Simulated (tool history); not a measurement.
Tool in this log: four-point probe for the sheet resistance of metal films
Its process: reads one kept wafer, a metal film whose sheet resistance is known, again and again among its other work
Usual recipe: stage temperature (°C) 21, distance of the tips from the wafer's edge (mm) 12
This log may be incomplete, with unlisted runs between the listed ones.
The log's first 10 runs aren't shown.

run   hour  stage temperature (°C)  distance of the tips from the wafer's edge (mm)  sheet resistance as the instrument gives it (ohm/square)
 11  177.7                      21                                               11                                                 10.359603
 12  202.4                      21                                               11                                                 10.355362
 13  225.8                      21                                               30                                                 10.294646
 14  239.1                      21                                               30                                                 10.297152
 15  257.4                      22                                               30                                                 10.293202
 16  272.1                      23                                               30                                                 10.289016
 17  293.6                      18                                                6                                                 10.538048
     300.3  -- stage's thermometer calibrated, once more
 18  313.4                      18                                                6                                                 10.550320
 19  329.8                      29                                               13                                                 10.320197
 20  351.8                      29                                               12                                                 10.326902
 21  363.4                      33                                                5                                                 10.595055
 22  385.7                      33                                                5                                                 10.592530
 23  408.7                      33                                                5                                                 10.598734
 24  426.3                      33                                                5                                                 10.593433
 25  450.2                      23                                               34                                                 10.292650
 26  466.1                      23                                               34                                                 10.291066
 27  483.7                      23                                               34                                                 10.289910
 28  503.7                      23                                                7                                                 10.464443
 29  528.4                      24                                               11                                                 10.355303
 30  541.9                      20                                               12                                                 10.359120

Here are 5 independent what-if runs from the current tool condition. What would each one return?
  A  555.8                      32                                                4                                                         ?
  B  555.8                      27                                               12                                                         ?
  C  555.8                      18                                               17                                                         ?
  D  555.8                      25                                               12                                                         ?
  E  555.8                      31                                               52                                                         ?

run  sheet resistance as the instrument gives it (ohm/square)
  A                                                 10.785547
  B                                                 10.334002
  C                                                 10.332095
  D                                                 10.338260
  E                                                 10.261955
With the hidden condition removed and each run's random variation left untouched, the same runs would have given:
run  sheet resistance as the instrument gives it (ohm/square)
  A                                                 10.794100
  B                                                 10.342219
  C                                                 10.340293
  D                                                 10.346476
  E                                                 10.270127

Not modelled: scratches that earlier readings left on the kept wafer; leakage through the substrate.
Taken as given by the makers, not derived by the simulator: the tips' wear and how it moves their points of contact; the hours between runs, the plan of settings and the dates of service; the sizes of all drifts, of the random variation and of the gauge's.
